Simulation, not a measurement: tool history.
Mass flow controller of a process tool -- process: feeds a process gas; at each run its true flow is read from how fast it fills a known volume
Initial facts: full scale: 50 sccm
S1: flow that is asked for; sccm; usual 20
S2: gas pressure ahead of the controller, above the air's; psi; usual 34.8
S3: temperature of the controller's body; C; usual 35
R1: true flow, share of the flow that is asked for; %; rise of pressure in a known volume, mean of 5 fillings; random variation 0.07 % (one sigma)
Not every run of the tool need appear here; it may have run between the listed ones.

{"run": 1, "day": 0.0, "S1": 20, "S2": 34.8, "S3": 35, "R1": 100.22}
{"run": 2, "day": 2.804, "S1": 20, "S2": 34.8, "S3": 29, "R1": 99.88}
{"run": 3, "day": 5.896, "S1": 20, "S2": 22.3, "S3": 35, "R1": 100.49}
{"run": 4, "day": 9.288, "S1": 20, "S2": 22.3, "S3": 35, "R1": 100.4}
{"run": 5, "day": 11.675, "S1": 20, "S2": 22.3, "S3": 35, "R1": 100.43}
{"run": 6, "day": 15.742, "S1": 20, "S2": 34.8, "S3": 35, "R1": 100.05}
{"run": 7, "day": 19.062, "S1": 20, "S2": 34.8, "S3": 35, "R1": 100.15}
{"run": 8, "day": 20.871, "S1": 20, "S2": 34.8, "S3": 35, "R1": 100.22}
{"run": 9, "day": 24.804, "S1": 20, "S2": 34.8, "S3": 35, "R1": 100.31}
{"run": 10, "day": 28.508, "S1": 20, "S2": 34.8, "S3": 35, "R1": 100.19}
{"run": 11, "day": 30.85, "S1": 20, "S2": 34.8, "S3": 35, "R1": 100.15}
{"run": 12, "day": 34.867, "S1": 20, "S2": 34.8, "S3": 35, "R1": 100.17}
{"run": 13, "day": 37.338, "S1": 6, "S2": 34.8, "S3": 35, "R1": 102.3}
{"run": 14, "day": 39.788, "S1": 6, "S2": 34.8, "S3": 35, "R1": 102.14}
{"run": 15, "day": 42.929, "S1": 6, "S2": 34.8, "S3": 35, "R1": 102.26}
{"run": 16, "day": 45.392, "S1": 20, "S2": 34.8, "S3": 35, "R1": 100.3}
{"run": 17, "day": 49.525, "S1": 20, "S2": 34.8, "S3": 35, "R1": 100.37}
{"run": 18, "day": 53.196, "S1": 20, "S2": 34.8, "S3": 23, "R1": 99.91}
{"run": 19, "day": 55.346, "S1": 20, "S2": 34.8, "S3": 23, "R1": 99.93}
{"run": 20, "day": 58.012, "S1": 20, "S2": 31.8, "S3": 23, "R1": 99.97}
{"run": 21, "day": 61.154, "S1": 20, "S2": 36, "S3": 35, "R1": 100.36}
{"run": 22, "day": 64.204, "S1": 20, "S2": 36, "S3": 35, "R1": 100.48}
{"run": 23, "day": 67.35, "S1": 20, "S2": 36, "S3": 35, "R1": 100.38}
{"run": 24, "day": 70.342, "S1": 20, "S2": 34.8, "S3": 37, "R1": 100.62}
{"run": 25, "day": 72.229, "S1": 20, "S2": 34.8, "S3": 37, "R1": 100.66}
{"run": 26, "day": 76.158, "S1": 32, "S2": 32.5, "S3": 37, "R1": 100.64}
{"run": 27, "day": 78.896, "S1": 30, "S2": 26.5, "S3": 33, "R1": 100.58}
{"run": 28, "day": 80.933, "S1": 6, "S2": 21.6, "S3": 32, "R1": 103.12}
{"run": 29, "day": 84.538, "S1": 6, "S2": 21.6, "S3": 32, "R1": 103.16}
{"run": 30, "day": 87.842, "S1": 6, "S2": 21.6, "S3": 32, "R1": 103.22}
{"day": 88.038, "done": "controller's zero set anew"}
{"run": 31, "day": 91.104, "S1": 46, "S2": 34.8, "S3": 35, "R1": 101.11}
{"run": 32, "day": 93.933, "S1": 24, "S2": 29, "S3": 21, "R1": 100.56}
{"run": 33, "day": 97.446, "S1": 10, "S2": 28.1, "S3": 22, "R1": 102.35}
{"run": 34, "day": 99.571, "S1": 40, "S2": 40, "S3": 22, "R1": 100.41}
{"run": 35, "day": 101.271, "S1": 40, "S2": 40, "S3": 22, "R1": 100.6}
{"run": 36, "day": 105.375, "S1": 14, "S2": 37.6, "S3": 38, "R1": 101.89}
{"run": 37, "day": 108.812, "S1": 16, "S2": 37.6, "S3": 20, "R1": 100.9}
{"day": 109.942, "done": "controller's zero set anew, once more"}
{"run": 38, "day": 111.779, "S1": 16, "S2": 37.6, "S3": 20, "R1": 98.52}
{"run": 39, "day": 113.483, "S1": 8, "S2": 22.8, "S3": 35, "R1": 99.18}
{"run": 40, "day": 116.267, "S1": 50, "S2": 33.4, "S3": 35, "R1": 100.69}
{"run": 41, "day": 118.854, "S1": 5, "S2": 35.5, "S3": 25, "R1": 98.69}
{"run": 42, "day": 122.646, "S1": 20, "S2": 25.4, "S3": 35, "R1": 99.67}

Run 43 is up next; what results do you expect?
{"run": 43, "day": 124.929, "S1": 32, "S2": 29.9, "S3": 25, "R1": "?"}

For run 43 the tool returned R1 99.7 %.
Without the tool's hidden state the same run would have given R1 99.37 %.

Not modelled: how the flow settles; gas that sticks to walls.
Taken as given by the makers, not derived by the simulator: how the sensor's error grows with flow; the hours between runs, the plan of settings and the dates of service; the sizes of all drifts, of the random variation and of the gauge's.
